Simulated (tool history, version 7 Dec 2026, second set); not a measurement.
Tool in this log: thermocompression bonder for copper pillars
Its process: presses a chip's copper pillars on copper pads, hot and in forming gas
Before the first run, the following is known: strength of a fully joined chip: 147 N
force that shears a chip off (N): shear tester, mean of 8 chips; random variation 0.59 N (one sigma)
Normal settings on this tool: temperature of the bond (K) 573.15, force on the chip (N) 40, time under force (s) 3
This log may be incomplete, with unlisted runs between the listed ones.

| run | hour | temperature of the bond (K) | force on the chip (N) | time under force (s) | force that shears a chip off (N) |
|---|---|---|---|---|---|
| 1 | 0 | 573.15 | 40 | 3 | 72.5 |
| 2 | 27.5 | 588.15 | 40 | 3 | 85.6 |
| 3 | 47.7 | 588.15 | 40 | 3 | 83.8 |
| 4 | 70.1 | 588.15 | 40 | 2 | 74.2 |
| 5 | 101.9 | 573.15 | 40 | 3 | 70.6 |
| 6 | 126 | 573.15 | 40 | 3 | 71.3 |
| 7 | 151.8 | 573.15 | 40 | 3 | 70.1 |
|  | 168.7 | forming gas filter changed |
| 8 | 174.9 | 573.15 | 40 | 3 | 78.7 |
| 9 | 208.6 | 573.15 | 40 | 3 | 79 |
| 10 | 231.2 | 573.15 | 40 | 3 | 76.3 |
| 11 | 266.9 | 548.15 | 40 | 3 | 56.2 |
| 12 | 301.9 | 548.15 | 40 | 3 | 54.6 |
| 13 | 331.9 | 548.15 | 40 | 3 | 55.4 |
| 14 | 354.4 | 573.15 | 40 | 3 | 75 |
| 15 | 392.2 | 573.15 | 40 | 3 | 76.1 |
| 16 | 424.5 | 573.15 | 40 | 3 | 75.2 |
| 17 | 440.9 | 573.15 | 40 | 3 | 73.4 |
| 18 | 470.8 | 587.15 | 25 | 2 | 57.2 |
| 19 | 493.5 | 555.15 | 39 | 4 | 62.9 |
| 20 | 519 | 573.15 | 51 | 2 | 73.5 |
| 21 | 558 | 573.15 | 51 | 2 | 72.8 |
|  | 563.4 | heater calibrated with a thermocouple chip |
| 22 | 579.3 | 573.15 | 51 | 2 | 70.4 |
| 23 | 616.8 | 573.15 | 51 | 2 | 70.1 |

Forecast run 24:
| 24 | 638.1 | 573.15 | 51 | 2 | ? |

Run 24 yielded force that shears a chip off (N) 70.2.
Take away the tool's hidden state, keep the run-to-run variation as it was, and the same run would have given force that shears a chip off (N) 81.8.
